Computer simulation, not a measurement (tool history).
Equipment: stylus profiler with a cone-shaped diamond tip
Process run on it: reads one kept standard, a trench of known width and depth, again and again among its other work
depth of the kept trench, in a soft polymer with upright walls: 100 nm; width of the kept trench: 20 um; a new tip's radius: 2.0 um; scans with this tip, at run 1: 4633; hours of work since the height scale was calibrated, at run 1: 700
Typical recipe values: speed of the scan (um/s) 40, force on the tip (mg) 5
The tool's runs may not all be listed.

| run | hour | speed of the scan (um/s) | force on the tip (mg) | scans with this tip | hours of work since the height scale was calibrated | depth of the trench (nm) | width of the trench's floor (nm) |
|---|---|---|---|---|---|---|---|
| 1 | 0 | 40 | 5 | 4633 | 700 | 101.46 | 18550 |
| 2 | 28.9 | 40 | 5 | 4775 | 722 | 101.46 | 18510 |
| 3 | 55 | 40 | 5 | 4904 | 741 | 101.44 | 18530 |
| 4 | 68.9 | 40 | 1.68 | 4973 | 751 | 100.92 | 18440 |
| 5 | 92.1 | 40 | 1.68 | 5088 | 769 | 100.89 | 18440 |
| 6 | 110.5 | 74 | 5 | 5179 | 783 | 101.51 | 18450 |
| 7 | 128.4 | 74 | 5 | 5267 | 796 | 101.49 | 18460 |
| 8 | 151.4 | 74 | 5 | 5380 | 813 | 101.51 | 18460 |
| 9 | 175.9 | 74 | 5 | 5502 | 831 | 101.51 | 18400 |
| 10 | 195.9 | 74 | 5 | 5600 | 846 | 101.49 | 18430 |
| 11 | 228.3 | 74 | 5 | 5760 | 870 | 101.53 | 18430 |
| 12 | 243.1 | 74 | 5 | 5833 | 881 | 101.56 | 18410 |
| 13 | 272.9 | 74 | 5 | 5980 | 904 | 101.57 | 18390 |
| 14 | 289.9 | 74 | 5 | 6064 | 916 | 101.57 | 18420 |
| 15 | 311.2 | 74 | 5 | 6170 | 932 | 101.58 | 18440 |
| 16 | 329.1 | 74 | 5 | 6258 | 946 | 101.52 | 18420 |
|  | 332.6 | height scale calibrated on a step standard |
| 17 | 343.2 | 74 | 5 | 6325 | 8 | 101.9 | 18410 |
| 18 | 366.3 | 38 | 5 | 6439 | 25 | 101.88 | 18480 |
| 19 | 386.4 | 38 | 5 | 6538 | 40 | 101.87 | 18490 |
| 20 | 416.8 | 40 | 9.94 | 6688 | 63 | 102.5 | 18480 |
| 21 | 434.7 | 40 | 9.94 | 6777 | 76 | 102.51 | 18510 |
| 22 | 456.2 | 60 | 9.94 | 6883 | 92 | 102.47 | 18440 |
| 23 | 473.4 | 60 | 9.94 | 6968 | 105 | 102.52 | 18470 |
|  | 506.1 | height scale calibrated on a step standard, once more |
| 24 | 506.8 | 71 | 3.61 | 7130 | 1 | 100.92 | 18410 |
| 25 | 528.6 | 40 | 14.5 | 7238 | 17 | 102.17 | 18480 |
| 26 | 561.6 | 40 | 14.5 | 7401 | 41 | 102.22 | 18500 |
| 27 | 581.3 | 40 | 14.5 | 7498 | 56 | 102.18 | 18500 |
| 28 | 604.3 | 13 | 5 | 7612 | 73 | 101.13 | 18470 |
| 29 | 626 | 47 | 13.51 | 7719 | 90 | 102.1 | 18460 |
| 30 | 645.3 | 13 | 8.54 | 7814 | 104 | 101.56 | 18470 |
| 31 | 673.5 | 13 | 8.54 | 7953 | 125 | 101.56 | 18480 |
| 32 | 700.5 | 10 | 8.85 | 8086 | 145 | 101.6 | 18450 |
| 33 | 725 | 10 | 12 | 8208 | 163 | 102.03 | 18520 |
| 34 | 742.7 | 47 | 2.07 | 8295 | 177 | 100.7 | 18390 |
| 35 | 775.6 | 40 | 3.1 | 8457 | 201 | 100.89 | 18400 |
| 36 | 804.3 | 25 | 2.87 | 8599 | 222 | 100.87 | 18430 |
| 37 | 823 | 31 | 9.81 | 8692 | 236 | 101.78 | 18470 |
| 38 | 852 | 31 | 9.81 | 8835 | 258 | 101.86 | 18480 |
| 39 | 873.6 | 31 | 9.81 | 8941 | 274 | 101.83 | 18450 |
| 40 | 897.9 | 18 | 3.52 | 9061 | 292 | 100.98 | 18450 |
| 41 | 917.6 | 12 | 2.4 | 9159 | 307 | 100.81 | 18440 |
| 42 | 949.5 | 12 | 2.4 | 9316 | 331 | 100.8 | 18480 |
| 43 | 977.3 | 26 | 3.59 | 9453 | 352 | 101.02 | 18440 |
| 44 | 997.5 | 17 | 6.67 | 9553 | 367 | 101.49 | 18450 |
| 45 | 1026.1 | 113 | 8.63 | 9694 | 388 | 101.71 | 18340 |

3 options for the next run, each taken on its own from the tool as it stands now. Forecast them:
| A | 1046.5 | 24 | 5 | 9795 | 403 | ? | ? |
| B | 1046.5 | 25 | 5.94 | 9795 | 403 | ? | ? |
| C | 1046.5 | 18 | 1.88 | 9795 | 403 | ? | ? |

| run | depth of the trench (nm) | width of the trench's floor (nm) |
|---|---|---|
| A | 101.32 | 18430 |
| B | 101.4 | 18400 |
| C | 100.79 | 18410 |
Without the tool's unlogged condition, the same runs would have read:
| run | depth of the trench (nm) | width of the trench's floor (nm) |
|---|---|---|
| A | 101.11 | 18720 |
| B | 101.19 | 18680 |
| C | 100.58 | 18700 |
